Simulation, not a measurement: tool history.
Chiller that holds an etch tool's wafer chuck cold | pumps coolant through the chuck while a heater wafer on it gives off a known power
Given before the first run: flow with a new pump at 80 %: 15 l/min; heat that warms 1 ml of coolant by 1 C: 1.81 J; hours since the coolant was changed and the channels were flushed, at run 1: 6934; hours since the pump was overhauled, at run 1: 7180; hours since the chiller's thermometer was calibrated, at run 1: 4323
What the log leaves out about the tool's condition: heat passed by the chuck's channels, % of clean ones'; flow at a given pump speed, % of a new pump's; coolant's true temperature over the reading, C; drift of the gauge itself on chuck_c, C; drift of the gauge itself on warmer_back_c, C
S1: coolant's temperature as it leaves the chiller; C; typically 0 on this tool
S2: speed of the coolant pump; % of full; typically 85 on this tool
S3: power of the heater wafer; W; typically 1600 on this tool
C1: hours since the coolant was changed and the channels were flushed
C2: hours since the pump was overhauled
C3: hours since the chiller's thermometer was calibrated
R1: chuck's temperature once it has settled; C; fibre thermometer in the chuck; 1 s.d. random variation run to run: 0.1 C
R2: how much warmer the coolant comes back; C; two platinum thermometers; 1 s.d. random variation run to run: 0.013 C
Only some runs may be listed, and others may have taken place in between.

run 1 hour=0.0 | S1=0 S2=85 S3=1600 | C1=6934 C2=7180 C3=4323 | R1=14.9 R2=3.49
run 2 hour=173.2 | S1=0 S2=85 S3=1600 | C1=7108 C2=7353 C3=4497 | R1=15.1 R2=3.53
run 3 hour=279.7 | S1=0 S2=92 S3=1600 | C1=7214 C2=7459 C3=4603 | R1=13.8 R2=3.22
-- hour=406.2 coolant pump overhauled
run 4 hour=407.7 | S1=0 S2=92 S3=1600 | C1=7337 C2=2 C3=4726 | R1=13.0 R2=3.04
run 5 hour=505.0 | S1=0 S2=92 S3=1600 | C1=7434 C2=99 C3=4823 | R1=13.2 R2=3.03
run 6 hour=642.4 | S1=0 S2=85 S3=1600 | C1=7572 C2=236 C3=4961 | R1=14.2 R2=3.29
-- hour=767.1 chiller's thermometer calibrated
run 7 hour=812.7 | S1=0 S2=85 S3=1600 | C1=7741 C2=405 C3=46 | R1=14.7 R2=3.31
-- hour=900.7 coolant changed, channels flushed
run 8 hour=969.9 | S1=0 S2=85 S3=1600 | C1=69 C2=557 C3=197 | R1=13.0 R2=3.33
run 9 hour=1064.9 | S1=0 S2=85 S3=1600 | C1=164 C2=652 C3=292 | R1=12.9 R2=3.33
run 10 hour=1174.0 | S1=0 S2=85 S3=1600 | C1=273 C2=761 C3=401 | R1=13.0 R2=3.32
run 11 hour=1346.9 | S1=-7 S2=63 S3=1065 | C1=446 C2=934 C3=574 | R1=4.3 R2=3.08
run 12 hour=1448.1 | S1=-7 S2=90 S3=1025 | C1=547 C2=1035 C3=675 | R1=0.9 R2=1.99
run 13 hour=1578.4 | S1=-1 S2=95 S3=2105 | C1=678 C2=1165 C3=805 | R1=14.6 R2=3.86
run 14 hour=1664.7 | S1=-1 S2=95 S3=2105 | C1=764 C2=1252 C3=892 | R1=14.7 R2=3.89
run 15 hour=1744.3 | S1=-1 S2=75 S3=1185 | C1=844 C2=1331 C3=971 | R1=9.8 R2=2.83
run 16 hour=1831.0 | S1=-1 S2=75 S3=1185 | C1=930 C2=1418 C3=1058 | R1=9.9 R2=2.84
run 17 hour=1986.9 | S1=3 S2=90 S3=853 | C1=1086 C2=1574 C3=1214 | R1=9.6 R2=1.67
run 18 hour=2081.9 | S1=3 S2=90 S3=853 | C1=1181 C2=1669 C3=1309 | R1=9.4 R2=1.66
run 19 hour=2195.6 | S1=-5 S2=92 S3=2115 | C1=1295 C2=1782 C3=1422 | R1=11.4 R2=4.06
run 20 hour=2368.4 | S1=8 S2=95 S3=1778 | C1=1468 C2=1955 C3=1595 | R1=21.2 R2=3.31

Here are 4 independent what-if runs from the current tool condition. What would each one return?
run A hour=2530.9 | S1=-3 S2=86 S3=1149 | C1=1630 C2=2118 C3=1758 | R1=? R2=?
run B hour=2530.9 | S1=-8 S2=60 S3=815 | C1=1630 C2=2118 C3=1758 | R1=? R2=?
run C hour=2530.9 | S1=-9 S2=69 S3=1778 | C1=1630 C2=2118 C3=1758 | R1=? R2=?
run D hour=2530.9 | S1=0 S2=89 S3=1588 | C1=1630 C2=2118 C3=1758 | R1=? R2=?

run=A R1=6.3 R2=2.38
run=B R1=1.1 R2=2.50
run=C R1=8.9 R2=4.68
run=D R1=12.5 R2=3.18
Without the tool's unlogged condition, the same runs would have read:
run=A R1=6.2 R2=2.34
run=B R1=1.0 R2=2.46
run=C R1=8.5 R2=4.61
run=D R1=12.3 R2=3.13

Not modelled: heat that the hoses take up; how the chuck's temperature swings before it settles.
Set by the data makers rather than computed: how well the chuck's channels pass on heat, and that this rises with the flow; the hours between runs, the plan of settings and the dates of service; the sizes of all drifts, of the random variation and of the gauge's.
